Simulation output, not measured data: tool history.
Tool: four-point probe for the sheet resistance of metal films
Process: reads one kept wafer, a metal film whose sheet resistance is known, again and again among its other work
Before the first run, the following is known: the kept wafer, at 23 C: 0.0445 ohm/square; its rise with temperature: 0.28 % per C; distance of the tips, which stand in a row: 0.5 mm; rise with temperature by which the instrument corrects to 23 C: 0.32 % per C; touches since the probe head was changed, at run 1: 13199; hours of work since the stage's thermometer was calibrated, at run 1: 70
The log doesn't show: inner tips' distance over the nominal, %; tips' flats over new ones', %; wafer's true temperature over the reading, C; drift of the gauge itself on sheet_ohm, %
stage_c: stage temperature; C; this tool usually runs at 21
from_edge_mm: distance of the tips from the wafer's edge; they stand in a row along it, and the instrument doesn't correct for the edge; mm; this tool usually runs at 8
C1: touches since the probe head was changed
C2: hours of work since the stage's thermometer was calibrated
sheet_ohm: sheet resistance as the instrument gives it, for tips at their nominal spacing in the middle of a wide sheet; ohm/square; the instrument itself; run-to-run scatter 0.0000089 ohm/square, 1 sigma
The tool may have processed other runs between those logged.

{"run": 1, "hour": 0.0, "stage_c": 21, "from_edge_mm": 8, "C1": 13199, "C2": 70, "sheet_ohm": 0.044546}
{"run": 2, "hour": 145.1, "stage_c": 21, "from_edge_mm": 8, "C1": 18133, "C2": 128, "sheet_ohm": 0.044543}
{"run": 3, "hour": 229.6, "stage_c": 21, "from_edge_mm": 8, "C1": 21008, "C2": 162, "sheet_ohm": 0.044537}
{"run": 4, "hour": 297.7, "stage_c": 21, "from_edge_mm": 8, "C1": 23325, "C2": 190, "sheet_ohm": 0.044541}
{"run": 5, "hour": 358.9, "stage_c": 21, "from_edge_mm": 8, "C1": 25406, "C2": 214, "sheet_ohm": 0.044531}
{"run": 6, "hour": 463.4, "stage_c": 21, "from_edge_mm": 75, "C1": 28960, "C2": 256, "sheet_ohm": 0.044437}
{"run": 7, "hour": 590.2, "stage_c": 21, "from_edge_mm": 12, "C1": 33272, "C2": 307, "sheet_ohm": 0.044482}
{"run": 8, "hour": 682.4, "stage_c": 21, "from_edge_mm": 12, "C1": 36407, "C2": 344, "sheet_ohm": 0.04447}
{"run": 9, "hour": 782.1, "stage_c": 21, "from_edge_mm": 12, "C1": 39799, "C2": 384, "sheet_ohm": 0.044469}
{"run": 10, "hour": 889.9, "stage_c": 33, "from_edge_mm": 8, "C1": 43467, "C2": 428, "sheet_ohm": 0.0443}
{"run": 11, "hour": 965.1, "stage_c": 30, "from_edge_mm": 8, "C1": 46024, "C2": 458, "sheet_ohm": 0.044329}
{"run": 12, "hour": 1050.5, "stage_c": 25, "from_edge_mm": 36, "C1": 48930, "C2": 492, "sheet_ohm": 0.044348}
{"run": 13, "hour": 1146.1, "stage_c": 25, "from_edge_mm": 36, "C1": 52179, "C2": 531, "sheet_ohm": 0.044315}
{"run": 14, "hour": 1243.0, "stage_c": 27, "from_edge_mm": 11, "C1": 55477, "C2": 570, "sheet_ohm": 0.044351}
{"run": 15, "hour": 1367.4, "stage_c": 25, "from_edge_mm": 6, "C1": 59705, "C2": 619, "sheet_ohm": 0.044485}
{"run": 16, "hour": 1501.8, "stage_c": 26, "from_edge_mm": 8, "C1": 64277, "C2": 674, "sheet_ohm": 0.044407}
{"run": 17, "hour": 1560.9, "stage_c": 23, "from_edge_mm": 8, "C1": 66287, "C2": 697, "sheet_ohm": 0.044443}
{"run": 18, "hour": 1634.2, "stage_c": 23, "from_edge_mm": 6, "C1": 68782, "C2": 727, "sheet_ohm": 0.044518}
{"run": 19, "hour": 1768.3, "stage_c": 28, "from_edge_mm": 13, "C1": 73343, "C2": 781, "sheet_ohm": 0.044276}
{"run": 20, "hour": 1857.4, "stage_c": 28, "from_edge_mm": 13, "C1": 76373, "C2": 816, "sheet_ohm": 0.04428}
{"run": 21, "hour": 1989.9, "stage_c": 19, "from_edge_mm": 45, "C1": 80881, "C2": 870, "sheet_ohm": 0.044418}
{"run": 22, "hour": 2120.9, "stage_c": 18, "from_edge_mm": 75, "C1": 85336, "C2": 922, "sheet_ohm": 0.044415}

How would selected steps in sheet_ohm from run to run divide? Give the signed amount a tool lacking its hidden state would still show from settings, what came in and random variation, and the signed amount left for the hidden state, including any gauge scatter that is not in both of the compared results.
Run 9 -> 10: stage_c 21 -> 33, from_edge_mm 12 -> 8. sheet_ohm -0.000169 ohm/square: hidden state -0.000004, all else -0.000165.
Run 14 -> 15: stage_c 27 -> 25, from_edge_mm 11 -> 6. sheet_ohm +0.000134 ohm/square: hidden state -0.000006, all else +0.000140.
Run 18 -> 19: stage_c 23 -> 28, from_edge_mm 6 -> 13. sheet_ohm -0.000242 ohm/square: hidden state -0.000004, all else -0.000238.
Run 20 -> 21: stage_c 28 -> 19, from_edge_mm 13 -> 45. sheet_ohm +0.000138 ohm/square: hidden state -0.000007, all else +0.000145.

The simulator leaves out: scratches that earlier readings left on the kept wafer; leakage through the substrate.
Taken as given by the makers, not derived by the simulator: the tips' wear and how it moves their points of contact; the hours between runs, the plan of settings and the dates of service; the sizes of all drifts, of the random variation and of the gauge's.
